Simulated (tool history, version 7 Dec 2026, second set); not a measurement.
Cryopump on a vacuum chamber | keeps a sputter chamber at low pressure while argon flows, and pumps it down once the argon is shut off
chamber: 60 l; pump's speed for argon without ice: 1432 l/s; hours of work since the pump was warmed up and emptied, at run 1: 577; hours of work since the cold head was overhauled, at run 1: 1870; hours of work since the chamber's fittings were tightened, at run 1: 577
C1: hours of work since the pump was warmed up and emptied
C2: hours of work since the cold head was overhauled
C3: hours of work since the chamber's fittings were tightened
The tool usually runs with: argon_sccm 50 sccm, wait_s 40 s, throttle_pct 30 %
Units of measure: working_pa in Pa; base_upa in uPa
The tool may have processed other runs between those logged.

{"run": 1, "hour": 0.0, "argon_sccm": 50, "wait_s": 40, "throttle_pct": 30, "C1": 577, "C2": 1870, "C3": 577, "working_pa": 0.21, "base_upa": 2.11}
{"run": 2, "hour": 59.8, "argon_sccm": 50, "wait_s": 40, "throttle_pct": 18, "C1": 628, "C2": 1921, "C3": 628, "working_pa": 0.3405, "base_upa": 2.2}
{"hour": 75.9, "done": "pump warmed up, emptied and cooled again"}
{"run": 3, "hour": 106.5, "argon_sccm": 72, "wait_s": 40, "throttle_pct": 30, "C1": 26, "C2": 1956, "C3": 663, "working_pa": 0.2845, "base_upa": 2.11}
{"run": 4, "hour": 141.5, "argon_sccm": 72, "wait_s": 40, "throttle_pct": 30, "C1": 56, "C2": 1985, "C3": 693, "working_pa": 0.286, "base_upa": 2.09}
{"run": 5, "hour": 180.3, "argon_sccm": 72, "wait_s": 40, "throttle_pct": 30, "C1": 88, "C2": 2018, "C3": 726, "working_pa": 0.2875, "base_upa": 2.07}
{"run": 6, "hour": 239.5, "argon_sccm": 50, "wait_s": 40, "throttle_pct": 16, "C1": 138, "C2": 2068, "C3": 776, "working_pa": 0.3724, "base_upa": 2.16}
{"run": 7, "hour": 279.9, "argon_sccm": 50, "wait_s": 40, "throttle_pct": 16, "C1": 173, "C2": 2103, "C3": 810, "working_pa": 0.3729, "base_upa": 2.2}
{"run": 8, "hour": 348.1, "argon_sccm": 49, "wait_s": 40, "throttle_pct": 16, "C1": 230, "C2": 2160, "C3": 868, "working_pa": 0.3656, "base_upa": 2.23}
{"run": 9, "hour": 382.0, "argon_sccm": 61, "wait_s": 40, "throttle_pct": 16, "C1": 259, "C2": 2189, "C3": 896, "working_pa": 0.457, "base_upa": 2.29}
{"run": 10, "hour": 443.1, "argon_sccm": 61, "wait_s": 40, "throttle_pct": 16, "C1": 311, "C2": 2241, "C3": 948, "working_pa": 0.4589, "base_upa": 2.37}
{"run": 11, "hour": 477.2, "argon_sccm": 61, "wait_s": 40, "throttle_pct": 16, "C1": 340, "C2": 2270, "C3": 977, "working_pa": 0.4603, "base_upa": 2.3}
{"run": 12, "hour": 507.9, "argon_sccm": 61, "wait_s": 45, "throttle_pct": 16, "C1": 366, "C2": 2296, "C3": 1003, "working_pa": 0.4613, "base_upa": 2.23}
{"run": 13, "hour": 552.8, "argon_sccm": 50, "wait_s": 28, "throttle_pct": 30, "C1": 404, "C2": 2334, "C3": 1041, "working_pa": 0.206, "base_upa": 3.12}
{"run": 14, "hour": 602.0, "argon_sccm": 50, "wait_s": 195, "throttle_pct": 51, "C1": 445, "C2": 2375, "C3": 1083, "working_pa": 0.1271, "base_upa": 1.37}
{"run": 15, "hour": 661.5, "argon_sccm": 50, "wait_s": 288, "throttle_pct": 30, "C1": 496, "C2": 2426, "C3": 1133, "working_pa": 0.2095, "base_upa": 1.29}

3 options for the next run, each taken on its own from the tool as it stands now. Forecast them:
{"run": "A", "hour": 716.6, "argon_sccm": 63, "wait_s": 26, "throttle_pct": 30, "C1": 542, "C2": 2472, "C3": 1180, "working_pa": "?", "base_upa": "?"}
{"run": "B", "hour": 716.6, "argon_sccm": 32, "wait_s": 46, "throttle_pct": 16, "C1": 542, "C2": 2472, "C3": 1180, "working_pa": "?", "base_upa": "?"}
{"run": "C", "hour": 716.6, "argon_sccm": 48, "wait_s": 288, "throttle_pct": 30, "C1": 542, "C2": 2472, "C3": 1180, "working_pa": "?", "base_upa": "?"}

run=A working_pa=0.2636 base_upa=3.20
run=B working_pa=0.2439 base_upa=2.37
run=C working_pa=0.2020 base_upa=1.42
Take away the tool's hidden state, keep each run's random variation, and the runs would have read:
run=A working_pa=0.2474 base_upa=2.27
run=B working_pa=0.2356 base_upa=1.41
run=C working_pa=0.1895 base_upa=0.45
